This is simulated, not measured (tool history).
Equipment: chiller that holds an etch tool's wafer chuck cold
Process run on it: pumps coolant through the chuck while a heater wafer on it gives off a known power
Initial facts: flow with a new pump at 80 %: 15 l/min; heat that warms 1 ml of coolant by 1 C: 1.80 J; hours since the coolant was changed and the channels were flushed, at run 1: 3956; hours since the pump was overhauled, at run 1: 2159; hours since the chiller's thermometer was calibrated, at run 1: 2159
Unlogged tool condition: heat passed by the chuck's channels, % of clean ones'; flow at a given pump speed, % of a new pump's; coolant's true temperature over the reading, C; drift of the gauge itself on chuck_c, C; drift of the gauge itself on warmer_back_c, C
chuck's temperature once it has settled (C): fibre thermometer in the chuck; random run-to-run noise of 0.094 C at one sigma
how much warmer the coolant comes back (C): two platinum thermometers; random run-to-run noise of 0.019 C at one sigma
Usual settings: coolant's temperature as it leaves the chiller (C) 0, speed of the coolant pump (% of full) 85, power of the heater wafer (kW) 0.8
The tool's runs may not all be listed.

run,hour,coolant's temperature as it leaves the chiller (C),speed of the coolant pump (% of full),power of the heater wafer (kW),hours since the coolant was changed and the channels were flushed,hours since the pump was overhauled,hours since the chiller's thermometer was calibrated,chuck's temperature once it has settled (C),how much warmer the coolant comes back (C)
1,0,0,85,0.8,3956,2159,2159,4.64,1.63
2,82.2,0,85,0.8,4039,2241,2241,4.56,1.68
3,232.3,0,85,0.8,4189,2391,2391,4.59,1.68
4,316,0,85,0.8,4272,2475,2475,4.53,1.68
5,428.2,0,85,0.8,4385,2587,2587,4.6,1.65
6,589.9,0,85,0.8,4546,2749,2749,4.67,1.65
7,667.8,0,85,0.8,4624,2827,2827,4.63,1.64
8,809.2,0,85,0.471,4766,2968,2968,2.77,1.01
9,915.1,0,85,0.498,4871,3074,3074,2.8,1.06
10,1028.9,-5,66,0.466,4985,3188,3188,-1.6,1.26
11,1118.3,-5,66,0.466,5075,3277,3277,-1.67,1.24

3 options for the next run, each taken on its own from the tool as it stands now. Forecast them:
A,1210.3,-5,83,0.466,5167,3369,3369,?,?
B,1210.3,-7,72,1.138,5167,3369,3369,?,?
C,1210.3,1,86,0.8,5167,3369,3369,?,?

run,chuck's temperature once it has settled (C),how much warmer the coolant comes back (C)
A,-2.22,0.98
B,0.61,2.75
C,5.58,1.65
Without the tool's hidden state the same runs would have given:
run,chuck's temperature once it has settled (C),how much warmer the coolant comes back (C)
A,-2.22,0.98
B,0.59,2.74
C,5.57,1.65
